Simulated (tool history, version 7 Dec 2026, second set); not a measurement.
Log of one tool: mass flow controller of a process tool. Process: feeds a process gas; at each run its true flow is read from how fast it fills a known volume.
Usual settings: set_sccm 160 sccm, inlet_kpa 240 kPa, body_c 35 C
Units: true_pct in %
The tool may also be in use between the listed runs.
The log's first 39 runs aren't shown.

run,hour,set_sccm,inlet_kpa,body_c,hours of work since the controller was set to zero,hours of work since the controller was changed,true_pct
40,6921.2,160,171,35,6217,6217,98.60
41,7134.2,160,171,35,6353,6353,98.52
42,7318.9,160,171,35,6471,6471,98.40
43,7495.8,161,186,35,6584,6584,98.33
44,7706.1,52,172,35,6718,6718,95.83
45,7870.1,52,172,35,6823,6823,95.80
46,8093.9,52,173,35,6966,6966,95.80
47,8200.4,122,252,25,7034,7034,96.85

5 ways to go on from here, each from the tool as it stands after run 47. What would each give?
A,8339.1,160,240,22,7122,7122,?
B,8339.1,160,151,21,7122,7122,?
C,8339.1,26,240,39,7122,7122,?
D,8339.1,58,252,25,7122,7122,?
E,8339.1,122,159,25,7122,7122,?

run,true_pct
A,97.15
B,97.44
C,91.89
D,94.94
E,97.29
Without the tool's hidden state the same runs would have given:
run,true_pct
A,99.54
B,99.83
C,100.38
D,99.41
E,100.05
